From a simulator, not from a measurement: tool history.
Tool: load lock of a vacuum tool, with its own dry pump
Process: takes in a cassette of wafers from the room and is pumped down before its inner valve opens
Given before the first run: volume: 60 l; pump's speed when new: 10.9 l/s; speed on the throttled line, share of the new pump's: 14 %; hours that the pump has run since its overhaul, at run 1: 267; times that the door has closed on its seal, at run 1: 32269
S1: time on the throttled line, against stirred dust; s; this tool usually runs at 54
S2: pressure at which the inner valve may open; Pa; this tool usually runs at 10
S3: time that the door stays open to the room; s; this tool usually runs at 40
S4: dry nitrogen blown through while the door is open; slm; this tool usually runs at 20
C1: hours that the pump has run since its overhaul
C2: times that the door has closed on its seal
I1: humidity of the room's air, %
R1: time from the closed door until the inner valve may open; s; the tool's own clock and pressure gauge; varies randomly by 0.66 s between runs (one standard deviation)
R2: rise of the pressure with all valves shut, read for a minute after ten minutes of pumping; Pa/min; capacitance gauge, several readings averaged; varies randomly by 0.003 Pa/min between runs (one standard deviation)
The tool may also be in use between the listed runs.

run    hour  S1  S2   S3  S4    C1     C2    I1     R1     R2
  1     0.0  54  10   40  20   267  32269  47.7   98.2  0.066
  2   149.1  54  10   40  20   416  33006  46.3   97.8  0.067
  3   273.4  54  10   40  20   540  33619  47.6   97.9  0.072
  4   546.1  54  10   40  20   813  34966  44.6   98.6  0.074
  5   680.6  56  10   40  20   948  35630  44.7  100.7  0.078
  6   970.2  54  10   40  20  1237  37060  42.1   98.1  0.084
  7  1127.4  54  10   40  20  1394  37837  44.2   98.3  0.080
  8  1306.8  54  10   40  20  1574  38723  46.3   98.3  0.078
  9  1491.2  54  16   40  20  1758  39633  46.2   96.0  0.082
 10  1708.6  54  20   40  20  1976  40707  45.7   94.9  0.091
 11  1948.1  54  15   40  20  2215  41889  41.3   96.5  0.093
 12  2213.6  54  15   40  20  2481  43201  46.4   95.0  0.097
 13  2459.6  54  15   40  20  2727  44416  43.4   96.0  0.098
 14  2615.2  54  15   40  20  2882  45184  44.2   96.4  0.105
 15  2867.6  54  15   40  20  3135  46430  45.2   96.5  0.108
 16  3089.3  54  15   40  20  3356  47525  45.9   96.1  0.120
 17  3284.8  54  15   40  20  3552  48490  46.6   96.0  0.114
 18  3436.7  54  15   40  20  3704  49241  46.8   94.7  0.117
 19  3667.8  37  15   40  20  3935  50382  45.9   82.6  0.123
 20  3825.3  37  15   40  20  4092  51160  45.4   80.5  0.125
 21  4039.4  37  15   40  20  4306  52217  47.7   81.6  0.138
 22  4189.1  48  10  100  36  4456  52956  46.5   94.1  0.132
 23  4368.4  48  10   28  17  4635  53842  42.0   95.0  0.132
 24  4530.6  48  10   28  17  4798  54643  42.3   94.6  0.131
 25  4809.7  48  10   28  17  5077  56021  47.1   93.3  0.145
 26  5033.8  48   9   30  17  5301  57127  44.2   94.3  0.147
 27  5228.4  48   9   88  17  5495  58089  49.6   94.2  0.156
 28  5426.4  48   9   88  17  5693  59066  42.5   94.8  0.160
 29  5606.5  71   9   88  27  5873  59955  47.4  115.1  0.172
     5772.7  -- door's seal changed, seat wiped
 30  5846.4  71   9   88  27  6112    364  44.6  113.4  0.019
 31  5989.3  71   8  161  27  6255   1070  47.0  114.5  0.024
 32  6187.2  54  10  107  20  6453   2047  47.6  100.5  0.025
 33  6394.5  54  17   32   9  6660   3071  48.0   96.8  0.021

What if the next run were any one of these 4? Each begins from the tool's condition after run 33:
  A  6643.6  80  16  32  15  6909  4301  43.1   ?   ?
  B  6643.6  55  13  32  13  6909  4301  44.3   ?   ?
  C  6643.6  54   9  32   5  6909  4301  43.1   ?   ?
  D  6643.6  54  10  53  20  6909  4301  43.7   ?   ?

run     R1     R2
  A  119.3  0.014
  B   98.5  0.015
  C   99.5  0.018
  D  100.1  0.021
Without the tool's hidden state the same runs would have given:
run     R1     R2
  A  117.5  0.009
  B   96.5  0.010
  C   97.4  0.013
  D   98.1  0.017
